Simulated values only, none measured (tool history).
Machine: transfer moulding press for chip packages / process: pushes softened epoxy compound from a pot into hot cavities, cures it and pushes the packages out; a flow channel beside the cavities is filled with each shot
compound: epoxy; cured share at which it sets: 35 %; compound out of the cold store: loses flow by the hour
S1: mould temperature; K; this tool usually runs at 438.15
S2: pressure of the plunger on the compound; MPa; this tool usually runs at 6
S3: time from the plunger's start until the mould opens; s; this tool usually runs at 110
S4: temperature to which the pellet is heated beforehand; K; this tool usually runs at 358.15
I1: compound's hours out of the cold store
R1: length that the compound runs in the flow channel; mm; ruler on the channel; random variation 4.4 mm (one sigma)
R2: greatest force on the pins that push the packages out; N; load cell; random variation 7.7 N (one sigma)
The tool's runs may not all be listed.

Run 1, day 0: usual settings; I1 19. Result: R1 665 mm, R2 532 N.
At day 0.429: plunger's sealing rings changed.
At day 0.596: cavities cleaned with cleaning compound and waxed.
Run 2, day 1: usual settings; I1 47.4. Result: R1 662 mm, R2 649 N.
Run 3, day 1.8: usual settings; I1 11.9. Result: R1 732 mm, R2 714 N.
At day 2.462: cavities cleaned with cleaning compound and waxed.
Run 4, day 2.546: usual settings; I1 18.6. Result: R1 714 mm, R2 357 N.
Run 5, day 3.625: usual settings; I1 23.8. Result: R1 704 mm, R2 496 N.
At day 4.317: cavities cleaned with cleaning compound and waxed.
Run 6, day 4.417: usual settings; I1 37.9. Result: R1 663 mm, R2 376 N.
Run 7, day 4.992: usual settings; I1 42.3. Result: R1 652 mm, R2 457 N.
Run 8, day 6.029: usual settings; I1 8.9. Result: R1 728 mm, R2 581 N.
At day 6.175: cavities cleaned with cleaning compound and waxed.
At day 6.417: cavities cleaned with cleaning compound and waxed, once more.
Run 9, day 6.646: usual settings; I1 32.8. Result: R1 666 mm, R2 405 N.
Run 10, day 7.121: usual settings; I1 16.1. Result: R1 699 mm, R2 482 N.
Run 11, day 7.754: usual settings but S3 118 s; I1 28.8. Result: R1 680 mm, R2 507 N.
At day 8.275: cavities cleaned with cleaning compound and waxed.
Run 12, day 8.838: usual settings; I1 22.6. Result: R1 684 mm, R2 457 N.
Run 13, day 9.854: usual settings; I1 16.5. Result: R1 699 mm, R2 578 N.
At day 10.138: cavities cleaned with cleaning compound and waxed.
Run 14, day 10.462: usual settings but S2 5.32 MPa; I1 35.8. Result: R1 612 mm, R2 388 N.
Run 15, day 11.375: usual settings but S3 131 s; I1 23.7. Result: R1 674 mm, R2 466 N.
Run 16, day 11.862: usual settings but S2 5.49 MPa, S3 131 s; I1 19.8. Result: R1 646 mm, R2 518 N.
At day 12.075: mould's thermocouples calibrated.
At day 12.138: cavities cleaned with cleaning compound and waxed.
At day 13.05: plunger's sealing rings changed.
Run 17, day 13.196: usual settings but S1 446.15 K, S2 5.84 MPa, S3 131 s, S4 360.15 K; I1 36.5. Result: R1 648 mm, R2 411 N.
Run 18, day 13.633: usual settings but S1 446.15 K, S2 5.84 MPa, S3 128 s, S4 360.15 K; I1 28. Result: R1 661 mm, R2 471 N.
At day 14.125: cavities cleaned with cleaning compound and waxed.
Run 19, day 14.612: usual settings but S1 437.15 K, S2 5.84 MPa, S3 136 s, S4 360.15 K; I1 12. Result: R1 722 mm, R2 388 N.
Run 20, day 15.608: usual settings but S1 437.15 K, S2 5.84 MPa, S3 136 s, S4 360.15 K; I1 24.3. Result: R1 684 mm, R2 491 N.
At day 15.975: cavities cleaned with cleaning compound and waxed.
Run 21, day 16.667: usual settings but S1 437.15 K, S2 5.27 MPa, S3 114 s, S4 367.15 K; I1 29.9. Result: R1 637 mm, R2 428 N.
Run 22, day 17.467: usual settings but S1 437.15 K, S2 5.27 MPa, S3 114 s, S4 367.15 K; I1 32.4. Result: R1 634 mm, R2 525 N.
At day 17.892: cavities cleaned with cleaning compound and waxed.
Run 23, day 18.158: usual settings but S1 437.15 K, S2 5.27 MPa, S3 114 s, S4 367.15 K; I1 9.1. Result: R1 674 mm, R2 374 N.
Run 24, day 18.996: usual settings but S1 431.15 K, S2 5.85 MPa, S3 114 s, S4 357.15 K; I1 11.1. Result: R1 716 mm, R2 691 N.
Run 25, day 19.529: usual settings but S1 431.15 K, S2 5.85 MPa, S3 114 s, S4 357.15 K; I1 26.3. Result: R1 689 mm, R2 739 N.
At day 19.779: cavities cleaned with cleaning compound and waxed.
Run 26, day 20.121: usual settings but S1 431.15 K, S2 5.04 MPa, S3 114 s, S4 364.15 K; I1 10.3. Result: R1 668 mm, R2 576 N.
Run 27, day 20.65: usual settings but S3 145 s, S4 366.15 K; I1 19.9. Result: R1 692 mm, R2 427 N.
Run 28, day 21.212: usual settings but S2 4.88 MPa, S3 131 s, S4 356.15 K; I1 39.6. Result: R1 586 mm, R2 482 N.
At day 21.65: cavities cleaned with cleaning compound and waxed.
Run 29, day 22.012: usual settings but S1 432.15 K, S3 131 s; I1 26. Result: R1 679 mm, R2 429 N.

Alternative continuations, all from the tool just after run 29; predict every row:
Run A, day 22.475: usual settings but S1 443.15 K, S3 92 s, S4 363.15 K; I1 26.4. Result: R1 ?, R2 ?.
Run B, day 22.475: usual settings but S1 439.15 K, S3 111 s, S4 360.15 K; I1 40.3. Result: R1 ?, R2 ?.
Run C, day 22.475: usual settings but S2 6.04 MPa, S3 143 s, S4 349.15 K; I1 12. Result: R1 ?, R2 ?.

run   R1   R2
  A  651  450
  B  637  449
  C  695  418
What these runs would have given with no unlogged condition in the tool:
run   R1   R2
  A  689  324
  B  674  325
  C  734  307
